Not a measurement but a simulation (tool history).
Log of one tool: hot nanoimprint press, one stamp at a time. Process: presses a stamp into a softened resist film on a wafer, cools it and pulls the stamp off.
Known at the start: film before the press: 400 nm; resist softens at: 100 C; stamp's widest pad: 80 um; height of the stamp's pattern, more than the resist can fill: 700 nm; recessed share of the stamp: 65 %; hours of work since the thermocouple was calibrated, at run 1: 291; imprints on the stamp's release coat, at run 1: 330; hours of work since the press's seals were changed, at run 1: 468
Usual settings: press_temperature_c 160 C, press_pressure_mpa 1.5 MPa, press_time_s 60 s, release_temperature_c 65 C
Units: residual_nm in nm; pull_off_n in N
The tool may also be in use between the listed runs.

run	hour	press_temperature_c	press_pressure_mpa	press_time_s	release_temperature_c	hours of work since the thermocouple was calibrated	imprints on the stamp's release coat	hours of work since the press's seals were changed	residual_nm	pull_off_n
1	0	160	1.5	60	65	291	330	468	224.6	130
# hour 19.9: plate thermocouple calibrated
2	38.9	160	1.5	60	65	11	448	488	217.5	141
3	68.4	160	1.5	60	65	27	544	505	218.5	137
4	89	160	1.5	60	53	39	611	516	217.1	176
5	132.5	160	1.5	60	53	64	754	541	221.4	183
6	167.9	160	1.5	60	53	83	870	561	218	180
7	202.5	160	1.5	60	53	103	983	580	219.1	194
8	228.1	160	2.26	60	65	117	1066	595	183.9	166
9	260.8	160	2.26	60	65	136	1173	613	183.4	172
10	293.7	166	1.5	60	65	154	1281	632	167.3	178
11	319	160	1.5	60	65	169	1363	646	222.8	180
12	355.6	160	1.5	60	65	189	1483	667	226.1	190
13	374.3	160	1.5	60	65	200	1544	677	226.5	188
14	404.4	160	1.85	60	65	217	1643	694	201.5	190
15	431.5	160	1.85	60	65	232	1731	710	205.5	199
16	472.5	168	1.12	60	65	255	1865	733	179.6	214
17	493.7	160	1.07	40	55	267	1935	745	286.3	258
18	526.3	162	1.76	41	68	286	2041	763	218.5	214
# hour 556.2: plate thermocouple calibrated
19	568.6	169	1.76	41	68	7	2170	785	150.5	212
20	586.9	169	1.76	41	68	17	2230	796	150.6	223
21	625.3	169	1.76	41	68	39	2355	817	151.3	226
22	654.1	150	2.37	101	68	55	2449	833	258.7	237
# hour 667.5: stamp cleaned and given a new release coat
23	704.3	150	0.9	101	55	80	121	858	341	140
24	725.7	150	0.9	101	55	92	191	870	341.8	146
25	758	150	0.9	101	55	110	296	889	338.3	149
26	791.3	150	0.9	101	55	129	405	907	344.7	160
27	828.9	150	0.9	101	55	150	528	929	338.9	157
28	866	150	1.64	46	61	171	649	950	340	156
29	893	150	1.19	108	61	187	738	965	320	162
30	935.4	150	0.97	57	61	211	876	989	357.7	175

Hidden state or all else? Some run-to-run changes of residual_nm, split into what the settings, what came in and random variation would give without the hidden state, and what is left for the hidden state (with any gauge scatter that isn't in both results):
The hidden state here: true temperature over the reading, C; pressure that arrives at the usual setting, %; grip of the stamp's worn release coat, % over a new coat's; drift of the gauge itself on residual_nm, %; drift of the gauge itself on pull_off_n, %.
Run 1 -> 2: plate thermocouple calibrated. residual_nm -7.1 nm: hidden state -9.1, all else +2.
Run 16 -> 17: press_temperature_c 168 -> 160, press_pressure_mpa 1.12 -> 1.07, press_time_s 60 -> 40, release_temperature_c 65 -> 55. residual_nm +106.7 nm: hidden state +2, all else +104.7.
Run 18 -> 19: press_temperature_c 162 -> 169, plate thermocouple calibrated. residual_nm -68 nm: hidden state -8.9, all else -59.1.
Run 21 -> 22: press_temperature_c 169 -> 150, press_pressure_mpa 1.76 -> 2.37, press_time_s 41 -> 101. residual_nm +107.4 nm: hidden state +6.9, all else +100.5.
Run 22 -> 23: press_pressure_mpa 2.37 -> 0.9, release_temperature_c 68 -> 55, stamp cleaned and given a new release coat. residual_nm +82.3 nm: hidden state -8.9, all else +91.2.

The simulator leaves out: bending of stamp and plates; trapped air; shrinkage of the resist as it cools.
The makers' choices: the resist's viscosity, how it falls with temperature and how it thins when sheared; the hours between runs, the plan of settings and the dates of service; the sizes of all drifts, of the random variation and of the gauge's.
